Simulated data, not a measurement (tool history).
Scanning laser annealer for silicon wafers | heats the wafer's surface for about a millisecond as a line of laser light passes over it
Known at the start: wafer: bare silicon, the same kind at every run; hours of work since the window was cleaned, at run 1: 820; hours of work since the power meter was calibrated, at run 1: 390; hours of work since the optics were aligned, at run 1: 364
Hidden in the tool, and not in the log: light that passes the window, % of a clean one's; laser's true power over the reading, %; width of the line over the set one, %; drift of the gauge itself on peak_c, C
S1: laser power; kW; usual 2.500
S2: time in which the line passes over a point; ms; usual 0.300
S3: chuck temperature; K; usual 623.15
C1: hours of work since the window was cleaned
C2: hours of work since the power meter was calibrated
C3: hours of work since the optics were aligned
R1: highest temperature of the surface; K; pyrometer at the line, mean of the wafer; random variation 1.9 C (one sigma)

| run | hour | S1 | S2 | S3 | C1 | C2 | C3 | R1 |
|---|---|---|---|---|---|---|---|---|
| 1 | 0.0 | 2.500 | 0.300 | 623.15 | 820 | 390 | 364 | 1358.15 |
|  | 24.4 | window over the wafer cleaned |
| 2 | 26.1 | 2.500 | 0.300 | 655.15 | 1 | 400 | 374 | 1402.15 |
| 3 | 52.7 | 2.500 | 0.300 | 623.15 | 12 | 411 | 385 | 1371.15 |
| 4 | 78.6 | 2.401 | 0.300 | 623.15 | 23 | 422 | 396 | 1341.15 |
| 5 | 93.6 | 2.500 | 0.300 | 623.15 | 29 | 428 | 402 | 1370.15 |
| 6 | 109.6 | 2.500 | 0.284 | 623.15 | 36 | 435 | 408 | 1352.15 |
| 7 | 133.4 | 2.500 | 0.284 | 623.15 | 46 | 444 | 418 | 1350.15 |
| 8 | 161.7 | 2.500 | 0.300 | 606.15 | 57 | 456 | 430 | 1354.15 |
| 9 | 181.4 | 2.500 | 0.210 | 623.15 | 66 | 465 | 438 | 1245.15 |
| 10 | 199.8 | 2.500 | 0.210 | 590.15 | 73 | 472 | 446 | 1213.15 |
| 11 | 225.6 | 2.500 | 0.210 | 590.15 | 84 | 483 | 457 | 1212.15 |
| 12 | 240.2 | 2.524 | 0.300 | 623.15 | 90 | 489 | 463 | 1377.15 |
| 13 | 264.9 | 2.524 | 0.300 | 623.15 | 100 | 499 | 473 | 1377.15 |
| 14 | 287.8 | 2.524 | 0.300 | 623.15 | 110 | 509 | 483 | 1376.15 |
| 15 | 314.1 | 2.500 | 0.300 | 648.15 | 121 | 520 | 494 | 1392.15 |
| 16 | 341.5 | 2.296 | 0.335 | 623.15 | 132 | 531 | 505 | 1345.15 |
| 17 | 358.9 | 2.375 | 0.300 | 646.15 | 140 | 539 | 513 | 1355.15 |
| 18 | 376.4 | 2.669 | 0.234 | 592.15 | 147 | 546 | 520 | 1293.15 |
| 19 | 389.8 | 2.669 | 0.234 | 592.15 | 153 | 551 | 525 | 1293.15 |

Forecast run 20:
| 20 | 411.2 | 2.405 | 0.318 | 592.15 | 161 | 560 | 534 | ? |

Run 20 gave R1 1330.15 K.
Without the tool's hidden state the same run would have given R1 1336.15 K.
